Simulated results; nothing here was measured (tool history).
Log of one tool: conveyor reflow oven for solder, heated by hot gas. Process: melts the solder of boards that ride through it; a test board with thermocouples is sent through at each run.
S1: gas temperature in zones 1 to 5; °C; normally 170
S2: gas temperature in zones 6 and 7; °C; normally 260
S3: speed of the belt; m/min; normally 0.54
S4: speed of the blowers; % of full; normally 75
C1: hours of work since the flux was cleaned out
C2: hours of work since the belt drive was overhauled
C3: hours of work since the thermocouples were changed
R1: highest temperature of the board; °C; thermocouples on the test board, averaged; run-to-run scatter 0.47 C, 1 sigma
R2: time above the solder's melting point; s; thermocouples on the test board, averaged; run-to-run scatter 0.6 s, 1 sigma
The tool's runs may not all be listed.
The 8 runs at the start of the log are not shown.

Run 9, day 2.925: usual settings; C1 136; C2 173; C3 464. Result: R1 244.9 °C, R2 53.9 s.
Run 10, day 3.321: usual settings; C1 142; C2 180; C3 471. Result: R1 245.6 °C, R2 51.4 s.
Run 11, day 3.621: usual settings; C1 147; C2 185; C3 476. Result: R1 245.6 °C, R2 52.3 s.
Run 12, day 4.033: usual settings; C1 154; C2 192; C3 483. Result: R1 244.9 °C, R2 52.4 s.
Run 13, day 4.492: usual settings; C1 162; C2 199; C3 490. Result: R1 246.1 °C, R2 51.6 s.
Run 14, day 4.9: usual settings but S1 166 °C; C1 168; C2 206; C3 497. Result: R1 244.8 °C, R2 50.4 s.
Run 15, day 5.192: usual settings but S1 166 °C; C1 173; C2 211; C3 502. Result: R1 244.5 °C, R2 50.3 s.
Run 16, day 5.592: usual settings but S1 176 °C, S2 255 °C, S3 0.43 m/min, S4 50 % of full; C1 180; C2 218; C3 509. Result: R1 242.5 °C, R2 66.6 s.
Run 17, day 5.954: usual settings but S1 176 °C, S2 255 °C, S3 0.43 m/min, S4 50 % of full; C1 186; C2 224; C3 515. Result: R1 243.2 °C, R2 66 s.
Run 18, day 6.238: usual settings but S1 176 °C, S2 255 °C, S3 0.43 m/min, S4 50 % of full; C1 191; C2 228; C3 519. Result: R1 243 °C, R2 66.4 s.
Run 19, day 6.488: usual settings but S1 176 °C, S2 255 °C, S3 0.43 m/min, S4 50 % of full; C1 195; C2 233; C3 523. Result: R1 242.4 °C, R2 67.1 s.
Run 20, day 6.883: usual settings but S1 176 °C, S2 255 °C, S3 0.43 m/min, S4 50 % of full; C1 201; C2 239; C3 530. Result: R1 242.8 °C, R2 65.7 s.
Run 21, day 7.129: usual settings but S1 176 °C, S2 255 °C, S3 0.495 m/min, S4 66 % of full; C1 206; C2 243; C3 534. Result: R1 243 °C, R2 56 s.
Run 22, day 7.383: usual settings but S1 176 °C, S2 255 °C, S3 0.495 m/min, S4 66 % of full; C1 210; C2 247; C3 538. Result: R1 242 °C, R2 57.3 s.
Run 23, day 7.717: usual settings but S1 178 °C, S2 270 °C, S3 0.495 m/min, S4 66 % of full; C1 215; C2 253; C3 544. Result: R1 255.6 °C, R2 68.3 s.
Run 24, day 8.021: usual settings but S1 182 °C, S2 256 °C; C1 220; C2 258; C3 549. Result: R1 243.2 °C, R2 55 s.
Run 25, day 8.225: usual settings but S3 0.507 m/min; C1 224; C2 261; C3 552. Result: R1 246.4 °C, R2 57.3 s.
Run 26, day 8.617: usual settings but S1 169 °C, S2 256 °C, S3 0.611 m/min, S4 53 % of full; C1 230; C2 268; C3 559. Result: R1 232.3 °C, R2 28.6 s.
Run 27, day 8.938: usual settings but S1 169 °C, S2 256 °C, S3 0.611 m/min, S4 53 % of full; C1 236; C2 273; C3 564. Result: R1 232.6 °C, R2 29.2 s.
Run 28, day 9.15: usual settings but S3 0.559 m/min, S4 81 % of full; C1 239; C2 277; C3 568. Result: R1 244.9 °C, R2 49.3 s.
Run 29, day 9.429: usual settings but S1 156 °C, S4 62 % of full; C1 244; C2 282; C3 572. Result: R1 239.7 °C, R2 40 s.
Run 30, day 9.692: usual settings but S1 156 °C, S4 62 % of full; C1 248; C2 286; C3 577. Result: R1 238.1 °C, R2 41.1 s.

Here are 4 independent what-if runs from the current tool condition. What would each one return?
Run A, day 9.908: usual settings but S1 184 °C; C1 252; C2 289; C3 580. Result: R1 ?, R2 ?.
Run B, day 9.908: usual settings but S1 164 °C, S2 255 °C, S3 0.594 m/min; C1 252; C2 289; C3 580. Result: R1 ?, R2 ?.
Run C, day 9.908: usual settings but S1 174 °C, S2 255 °C, S4 72 % of full; C1 252; C2 289; C3 580. Result: R1 ?, R2 ?.
Run D, day 9.908: usual settings but S1 156 °C, S4 53 % of full; C1 252; C2 289; C3 580. Result: R1 ?, R2 ?.

run     R1    R2
  A  246.7  58.3
  B  235.7    35
  C  240.3  48.6
  D  236.3    37
Stripped of hidden state, with their random variation kept, the same runs would have yielded:
run     R1    R2
  A  249.1  60.6
  B  238.7    39
  C  242.8  51.8
  D  239.2  40.6
